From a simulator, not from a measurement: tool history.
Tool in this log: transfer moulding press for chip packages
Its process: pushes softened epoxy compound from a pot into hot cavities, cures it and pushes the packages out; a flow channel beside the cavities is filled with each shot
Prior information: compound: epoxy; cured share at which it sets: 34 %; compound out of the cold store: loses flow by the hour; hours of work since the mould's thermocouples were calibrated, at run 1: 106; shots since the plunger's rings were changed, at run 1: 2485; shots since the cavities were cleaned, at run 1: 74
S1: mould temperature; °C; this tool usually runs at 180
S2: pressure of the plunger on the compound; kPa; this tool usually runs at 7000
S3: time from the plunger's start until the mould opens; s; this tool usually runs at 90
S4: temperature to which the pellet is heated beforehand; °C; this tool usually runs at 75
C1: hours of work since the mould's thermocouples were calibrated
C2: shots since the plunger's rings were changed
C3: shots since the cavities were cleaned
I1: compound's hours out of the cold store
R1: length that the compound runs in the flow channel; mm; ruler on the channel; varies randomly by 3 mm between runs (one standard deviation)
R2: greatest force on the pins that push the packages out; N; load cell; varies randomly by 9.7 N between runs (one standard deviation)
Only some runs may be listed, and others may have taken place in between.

run   hour   S1    S2   S3  S4   C1    C2   C3    I1   R1    R2
  1    0.0  180  7000   90  75  106  2485   74  21.2  532   496
  2   11.6  180  7000   90  75  111  2589  178  43.1  490   516
  3   17.7  180  7000   90  75  114  2644  233  11.2  554   575
  4   23.6  180  7000   90  75  117  2696  285  44.7  487   601
  5   32.2  180  7000   90  75  121  2773  362  27.5  514   626
  6   40.5  180  7000  117  75  125  2847  436  15.1  542   493
  7   53.6  180  7000  117  75  131  2964  553  38.4  494   518
      63.0  -- plunger's sealing rings changed
  8   68.6  180  6960   90  75  136    50  665  39.5  517   704
  9   75.3  180  6960   90  75  139   111  726  36.0  528   752
 10   82.6  180  7000   71  75  143   176  791  28.3  535  1279
 11   89.5  180  7000   71  75  146   237  852  10.8  578  1448
 12   95.1  180  7000   71  75  149   288  903  29.6  533  1263
     105.3  -- cavities cleaned with cleaning compound and waxed
 13  105.3  180  7000   90  68  153   366    0  30.2  538   420
 14  117.7  180  7000   90  75  158   476  110  41.6  512   481
 15  126.3  180  7000  120  75  162   554  188  30.8  531   403
 16  138.6  186  5990  111  76  168   663  297  35.9  472   426
 17  147.4  186  5990  111  76  172   742  376  21.6  496   443
 18  154.3  186  5990  111  76  175   804  438  16.0  504   442
 19  164.8  186  5990  111  76  180   898  532  40.0  459   484
 20  170.8  186  8240  101  76  183   952  586  20.8  577   499
 21  176.9  180  5370   87  75  186  1006  640  29.1  466   755
 22  188.6  180  5370   87  75  191  1111  745  33.5  457   779
 23  194.3  179  8590  109  77  194  1161  795  17.5  612   598
 24  207.3  188  7000   90  67  200  1278  912  27.7  512   551
     216.6  -- cavities cleaned with cleaning compound and waxed
 25  217.4  185  7000   90  75  204  1355    7  18.9  535   329
 26  230.5  177  6750   93  83  210  1472  124  23.4  532   573
 27  237.8  177  6750   93  83  213  1537  189  40.1  494   561
 28  249.1  177  6750   93  83  218  1639  291  33.1  513   653
 29  258.3  180  7000   90  68  223  1721  373  41.8  502   647

Branching from run 29: 4 alternative next runs. What would each branch give?
  A  270.5  180  6810   90  68  228  1830  482  30.5   ?   ?
  B  270.5  180  7120   90  68  228  1830  482  15.3   ?   ?
  C  270.5  180  7000   90  75  228  1830  482  46.9   ?   ?
  D  270.5  173  7000  117  74  228  1830  482   9.1   ?   ?

run   R1   R2
  A  513  694
  B  561  696
  C  490  632
  D  586  699
What these runs would have given with no unlogged condition in the tool:
run   R1   R2
  A  532  437
  B  582  436
  C  508  397
  D  608  445
